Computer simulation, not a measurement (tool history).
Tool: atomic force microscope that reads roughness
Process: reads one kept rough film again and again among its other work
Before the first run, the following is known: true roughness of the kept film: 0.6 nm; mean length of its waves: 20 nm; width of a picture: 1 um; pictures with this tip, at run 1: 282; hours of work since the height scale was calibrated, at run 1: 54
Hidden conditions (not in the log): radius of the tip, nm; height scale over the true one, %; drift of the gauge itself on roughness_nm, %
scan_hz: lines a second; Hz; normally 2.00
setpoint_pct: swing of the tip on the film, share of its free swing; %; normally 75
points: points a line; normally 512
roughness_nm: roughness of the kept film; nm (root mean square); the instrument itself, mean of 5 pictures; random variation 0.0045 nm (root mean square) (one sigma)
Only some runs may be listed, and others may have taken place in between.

run,hour,scan_hz,setpoint_pct,points,pictures with this tip,hours of work since the height scale was calibrated,roughness_nm
1,0.0,2.00,75,512,282,54,0.435
2,6.3,2.00,75,512,289,58,0.430
3,12.1,1.40,75,512,295,62,0.433
4,16.5,1.40,75,512,300,65,0.432
5,24.7,1.40,75,512,309,70,0.432
6,32.7,1.40,75,512,318,76,0.431
7,37.5,1.40,64,512,323,79,0.444
# hour 42.3: new tip fitted
8,45.5,1.40,64,512,3,84,0.532
9,55.7,2.00,75,981,15,90,0.499
10,62.5,2.00,75,981,22,95,0.505
11,70.0,2.00,75,981,30,100,0.505
12,76.4,0.56,75,512,37,104,0.531
13,82.5,0.56,75,512,44,108,0.526
# hour 84.4: height scale calibrated on a step standard
14,88.4,0.77,75,512,49,3,0.521
15,98.1,2.00,75,460,60,9,0.495
16,107.3,2.00,75,460,70,15,0.481
17,112.2,2.00,75,460,75,19,0.483
18,118.7,2.00,75,460,82,23,0.481
19,125.9,2.00,75,290,90,28,0.470
# hour 130.1: height scale calibrated on a step standard, once more
20,132.3,2.00,75,512,96,1,0.476
21,139.4,2.00,86,456,104,6,0.448
22,148.2,2.00,75,569,114,12,0.470
23,156.7,2.00,75,877,123,18,0.466
24,163.7,0.76,66,942,131,22,0.508
25,170.3,0.77,72,619,138,27,0.502
26,176.6,1.62,75,512,145,31,0.474
27,184.1,2.00,62,512,153,36,0.486
28,188.6,1.48,65,512,158,39,0.488
29,195.3,2.00,63,771,165,43,0.489
30,201.1,1.15,75,426,172,47,0.474
31,209.0,2.00,61,512,180,53,0.482
32,213.4,0.82,61,512,185,55,0.486
33,219.5,0.82,61,512,192,60,0.493
34,228.6,0.82,61,512,202,66,0.491
35,234.7,0.82,61,512,208,70,0.495
36,242.7,0.86,87,269,217,75,0.441
37,250.2,1.28,87,451,225,80,0.428
38,256.6,0.53,64,512,232,84,0.479
39,264.9,1.32,58,334,241,90,0.470
40,274.8,2.85,86,413,252,96,0.382

Some steps in roughness_nm, run to run, broken into two amounts with sign: the step expected even without the hidden condition (settings, incoming material, random variation), and the rest, left for the hidden condition together with whatever gauge scatter is not in both the measured and the hidden-condition-free result:
Run 7 -> 8: new tip fitted. roughness_nm +0.088 nm (root mean square): hidden state +0.093, all else -0.005.
Run 35 -> 36: scan_hz 0.82 -> 0.86, setpoint_pct 61 -> 87, points 512 -> 269. roughness_nm -0.054 nm (root mean square): hidden state +0.003, all else -0.057.
Run 37 -> 38: scan_hz 1.28 -> 0.53, setpoint_pct 87 -> 64, points 451 -> 512. roughness_nm +0.051 nm (root mean square): hidden state -0.009, all else +0.060.
Run 39 -> 40: scan_hz 1.32 -> 2.85, setpoint_pct 58 -> 86, points 334 -> 413. roughness_nm -0.088 nm (root mean square): hidden state +0.010, all else -0.098.
